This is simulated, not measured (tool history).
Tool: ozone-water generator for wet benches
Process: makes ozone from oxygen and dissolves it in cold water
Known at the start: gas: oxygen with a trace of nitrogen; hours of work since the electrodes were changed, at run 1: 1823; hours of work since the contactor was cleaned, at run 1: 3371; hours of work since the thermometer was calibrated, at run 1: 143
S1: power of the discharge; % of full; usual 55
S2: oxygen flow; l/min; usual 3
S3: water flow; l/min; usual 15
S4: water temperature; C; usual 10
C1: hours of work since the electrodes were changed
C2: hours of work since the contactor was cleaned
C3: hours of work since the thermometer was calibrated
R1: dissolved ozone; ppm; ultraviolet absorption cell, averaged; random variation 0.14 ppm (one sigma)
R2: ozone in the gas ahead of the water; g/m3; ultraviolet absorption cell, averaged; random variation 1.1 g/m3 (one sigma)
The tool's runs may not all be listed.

run,day,S1,S2,S3,S4,C1,C2,C3,R1,R2
1,0,55,3,15,10,1823,3371,143,16.6,206.7
2,2.858,55,3,15,10,1884,3431,203,16.5,203
3,4.562,55,3,9,10,1920,3468,240,24.9,202.1
4,7.192,55,3,9,10,1976,3523,295,25.2,200.6
5,9.875,55,3,9,10,2033,3580,352,25.2,203
6,12.088,55,3.28,9,8,2080,3628,399,26,196.6
7,14.621,79,3.28,11,8,2134,3681,453,31.6,270.4
8,16.925,70,2.64,11,8,2183,3730,502,26.3,258.8
9,18.392,45,3,15,6,2214,3761,533,14.3,168.2
10,20.479,45,3,15,6,2258,3806,578,14.2,169

Forecast each of these 5 alternatives for the next run:
A,21.662,79,4.64,15,9,2283,3831,603,?,?
B,21.662,43,3,14,7,2283,3831,603,?,?
C,21.662,45,3,15,5,2283,3831,603,?,?
D,21.662,87,3,15,12,2283,3831,603,?,?
E,21.662,71,3,15,13,2283,3831,603,?,?

run,R1,R2
A,26.1,241.5
B,14.9,162.9
C,14.7,168.1
D,24.4,300.9
E,20.1,254.3
Without the tool's hidden state the same runs would have given:
run,R1,R2
A,26.1,244.8
B,14.9,165
C,14.7,170.4
D,24.4,305.1
E,20.1,257.7

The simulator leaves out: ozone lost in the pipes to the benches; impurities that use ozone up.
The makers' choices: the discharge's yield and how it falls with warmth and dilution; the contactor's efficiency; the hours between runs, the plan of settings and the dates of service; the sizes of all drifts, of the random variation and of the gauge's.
